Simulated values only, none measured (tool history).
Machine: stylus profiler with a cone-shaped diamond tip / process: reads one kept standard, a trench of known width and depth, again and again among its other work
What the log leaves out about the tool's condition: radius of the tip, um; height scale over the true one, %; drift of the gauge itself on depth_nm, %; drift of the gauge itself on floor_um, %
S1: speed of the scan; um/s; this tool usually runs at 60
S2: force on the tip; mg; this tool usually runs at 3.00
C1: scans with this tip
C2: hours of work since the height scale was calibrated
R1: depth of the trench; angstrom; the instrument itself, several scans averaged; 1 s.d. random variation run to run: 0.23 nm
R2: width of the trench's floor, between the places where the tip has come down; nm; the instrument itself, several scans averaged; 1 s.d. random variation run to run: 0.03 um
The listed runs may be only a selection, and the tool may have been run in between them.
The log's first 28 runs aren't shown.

run,hour,S1,S2,C1,C2,R1,R2
29,1479.7,16,7.38,15830,312,10259.1,24570
30,1515.8,81,1.22,15972,331,10079.7,24160
31,1593.3,200,5.49,16276,372,10213.5,24090
32,1634.9,83,1.09,16440,394,10074.6,24070
33,1690.8,118,4.59,16659,423,10191.7,24190
34,1750.0,118,4.59,16891,454,10191.9,24150
35,1804.9,118,4.59,17106,483,10187.3,24210
36,1847.8,118,4.59,17275,506,10187.8,24170
37,1913.6,118,4.59,17533,540,10191.4,24090
38,1974.6,60,3.74,17772,572,10163.2,24280
39,2047.7,135,8.51,18059,610,10285.4,24120
40,2092.1,135,8.51,18233,634,10287.9,24100
41,2142.8,135,8.51,18432,660,10283.2,24130
42,2182.1,135,8.51,18586,681,10283.0,24070
43,2240.1,28,3.00,18814,711,10138.9,24230
44,2280.8,28,3.00,18974,733,10140.1,24200
45,2325.1,18,2.25,19148,756,10111.7,24260

Alternative continuations, all from the tool just after run 45; predict every row:
A,2373.8,196,3.00,19339,782,?,?
B,2373.8,60,4.70,19339,782,?,?
C,2373.8,17,2.96,19339,782,?,?
D,2373.8,203,2.45,19339,782,?,?
E,2373.8,60,1.53,19339,782,?,?

run,R1,R2
A,10135.7,23630
B,10186.0,24070
C,10135.0,24210
D,10118.5,23540
E,10086.6,23990
Take away the tool's hidden state, keep each run's random variation, and the runs would have read:
run,R1,R2
A,10141.1,25900
B,10191.4,26350
C,10140.4,26480
D,10123.9,25810
E,10092.0,26260
